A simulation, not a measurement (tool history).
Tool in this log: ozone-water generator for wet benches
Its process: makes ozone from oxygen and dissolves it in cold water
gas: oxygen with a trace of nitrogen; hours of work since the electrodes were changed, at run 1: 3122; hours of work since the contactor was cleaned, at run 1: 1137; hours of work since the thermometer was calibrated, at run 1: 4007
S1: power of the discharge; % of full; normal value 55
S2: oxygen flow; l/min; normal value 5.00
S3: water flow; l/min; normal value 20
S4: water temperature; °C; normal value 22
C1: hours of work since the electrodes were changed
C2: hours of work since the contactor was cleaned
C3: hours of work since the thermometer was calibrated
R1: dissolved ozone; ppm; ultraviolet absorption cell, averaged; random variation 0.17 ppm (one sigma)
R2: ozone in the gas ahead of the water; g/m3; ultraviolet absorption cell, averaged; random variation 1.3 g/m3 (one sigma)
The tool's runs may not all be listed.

| run | hour | S1 | S2 | S3 | S4 | C1 | C2 | C3 | R1 | R2 |
|---|---|---|---|---|---|---|---|---|---|---|
| 1 | 0.0 | 55 | 5.00 | 20 | 22 | 3122 | 1137 | 4007 | 20.9 | 220.3 |
| 2 | 68.3 | 55 | 5.00 | 20 | 22 | 3189 | 1204 | 4073 | 20.8 | 219.1 |
|  | 74.7 | water thermometer calibrated |
| 3 | 128.1 | 55 | 5.00 | 20 | 22 | 3247 | 1262 | 52 | 20.9 | 221.2 |
| 4 | 173.2 | 55 | 5.00 | 20 | 22 | 3291 | 1306 | 96 | 21.0 | 216.9 |
| 5 | 262.8 | 55 | 5.00 | 20 | 22 | 3378 | 1393 | 183 | 20.9 | 218.8 |
|  | 272.8 | contactor cleaned |
| 6 | 362.5 | 55 | 5.00 | 20 | 22 | 3472 | 88 | 277 | 20.5 | 216.5 |
| 7 | 467.6 | 55 | 5.00 | 20 | 22 | 3574 | 190 | 379 | 20.8 | 216.6 |
|  | 550.2 | contactor cleaned, once more |
| 8 | 569.5 | 55 | 5.00 | 20 | 22 | 3670 | 19 | 475 | 20.8 | 216.7 |
| 9 | 638.3 | 55 | 3.25 | 20 | 22 | 3737 | 86 | 542 | 20.1 | 269.6 |
| 10 | 718.7 | 55 | 3.25 | 20 | 22 | 3815 | 164 | 620 | 20.2 | 268.0 |
| 11 | 808.0 | 54 | 5.00 | 20 | 20 | 3902 | 251 | 708 | 21.2 | 214.1 |
| 12 | 902.0 | 54 | 5.00 | 20 | 20 | 3994 | 343 | 799 | 21.2 | 213.6 |
| 13 | 946.5 | 81 | 7.70 | 20 | 15 | 4037 | 387 | 843 | 27.5 | 206.1 |
| 14 | 1053.1 | 55 | 7.16 | 20 | 22 | 4141 | 491 | 947 | 20.3 | 178.0 |
| 15 | 1136.0 | 55 | 5.00 | 20 | 16 | 4222 | 571 | 1028 | 22.0 | 212.3 |
| 16 | 1223.1 | 41 | 6.05 | 20 | 18 | 4307 | 656 | 1113 | 18.7 | 168.1 |

How would selected steps in R1 from run to run divide? Give the signed amount a tool lacking its hidden state would still show from settings, what came in and random variation, and the signed amount left for the hidden state, including any gauge scatter that is not in both of the compared results.
Hidden state at play: yield of the discharge, % of new electrodes'; contactor's efficiency, % of a clean one's; true water temperature over the reading, C; drift of the gauge itself on ozone_ppm, %; drift of the gauge itself on gas_g_m3, %.
Run 12 -> 13: S1 54 -> 81, S2 5.00 -> 7.70, S4 20 -> 15. R1 +6.3 ppm: hidden state -1.8, all else +8.1.
Run 13 -> 14: S1 81 -> 55, S2 7.70 -> 7.16, S4 15 -> 22. R1 -7.2 ppm: hidden state +1.7, all else -8.9.
